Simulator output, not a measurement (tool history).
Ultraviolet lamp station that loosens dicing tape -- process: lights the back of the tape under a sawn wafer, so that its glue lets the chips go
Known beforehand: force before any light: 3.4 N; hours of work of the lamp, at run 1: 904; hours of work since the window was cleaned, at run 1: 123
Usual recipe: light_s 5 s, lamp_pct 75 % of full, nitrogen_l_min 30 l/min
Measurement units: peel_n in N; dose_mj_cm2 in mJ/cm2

| run | day | light_s | lamp_pct | nitrogen_l_min | hours of work of the lamp | hours of work since the window was cleaned | peel_n | dose_mj_cm2 |
|---|---|---|---|---|---|---|---|---|
| 1 | 0 | 5 | 75 | 30 | 904 | 123 | 0.609 | 374 |
| 2 | 0.733 | 5 | 75 | 30 | 916 | 134 | 0.612 | 379 |
| 3 | 2.217 | 5 | 75 | 10 | 940 | 158 | 1.122 | 370 |
| 4 | 3.058 | 5 | 75 | 10 | 953 | 171 | 1.198 | 358 |
|  | 3.192 | window cleaned of glue's vapour |
| 5 | 4.458 | 5 | 75 | 10 | 975 | 20 | 1.175 | 350 |
| 6 | 5.708 | 5 | 75 | 10 | 995 | 40 | 1.257 | 347 |
|  | 6.154 | window cleaned of glue's vapour, once more |
| 7 | 6.996 | 5 | 75 | 10 | 1015 | 13 | 1.112 | 382 |
| 8 | 7.792 | 3 | 75 | 30 | 1028 | 26 | 1.194 | 228 |
| 9 | 9.262 | 3 | 93 | 30 | 1051 | 49 | 0.945 | 279 |
| 10 | 10.925 | 3 | 93 | 30 | 1078 | 76 | 0.959 | 270 |
| 11 | 11.804 | 3 | 91 | 30 | 1092 | 90 | 0.995 | 265 |
| 12 | 13.008 | 9 | 78 | 23 | 1111 | 109 | 0.26 | 672 |
| 13 | 14.104 | 9 | 78 | 23 | 1128 | 127 | 0.267 | 675 |
| 14 | 15.496 | 9 | 78 | 23 | 1150 | 149 | 0.267 | 663 |

Forecast each of these 3 alternatives for the next run:
| A | 16.654 | 9 | 90 | 21 | 1169 | 167 | ? | ? |
| B | 16.654 | 7 | 89 | 17 | 1169 | 167 | ? | ? |
| C | 16.654 | 3 | 84 | 12 | 1169 | 167 | ? | ? |

| run | peel_n | dose_mj_cm2 |
|---|---|---|
| A | 0.216 | 759 |
| B | 0.435 | 582 |
| C | 1.664 | 233 |
Had the tool no hidden state, the same runs would have come out as:
| run | peel_n | dose_mj_cm2 |
|---|---|---|
| A | 0.112 | 1066 |
| B | 0.218 | 817 |
| C | 1.241 | 328 |
